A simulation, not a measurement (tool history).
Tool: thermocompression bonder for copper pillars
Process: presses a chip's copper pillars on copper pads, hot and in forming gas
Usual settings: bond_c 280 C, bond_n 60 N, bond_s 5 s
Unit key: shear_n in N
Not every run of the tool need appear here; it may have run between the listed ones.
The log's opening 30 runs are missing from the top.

run	hour	bond_c	bond_n	bond_s	shear_n
31	886.8	258	36	12	39.8
32	910.5	258	36	12	40.7
33	943.5	280	60	5	59.6
34	962.8	280	60	5	59.3
35	995.7	304	53	6	69.6
36	1028.1	304	53	6	69.1
37	1050.8	304	53	6	68.0
38	1072.2	304	53	6	68.7
39	1103.9	305	80	10	102.4

Each row is a separate what-if for the run after 39, all from the same tool condition, not one after another. Results?
A	1139.2	286	65	3	?
B	1139.2	302	68	5	?
C	1139.2	296	80	5	?
D	1139.2	279	50	3	?

run	shear_n
A	56.3
B	77.3
C	82.8
D	39.7
Had the tool no hidden state, the same runs would have come out as:
run	shear_n
A	60.7
B	82.9
C	88.7
D	42.8
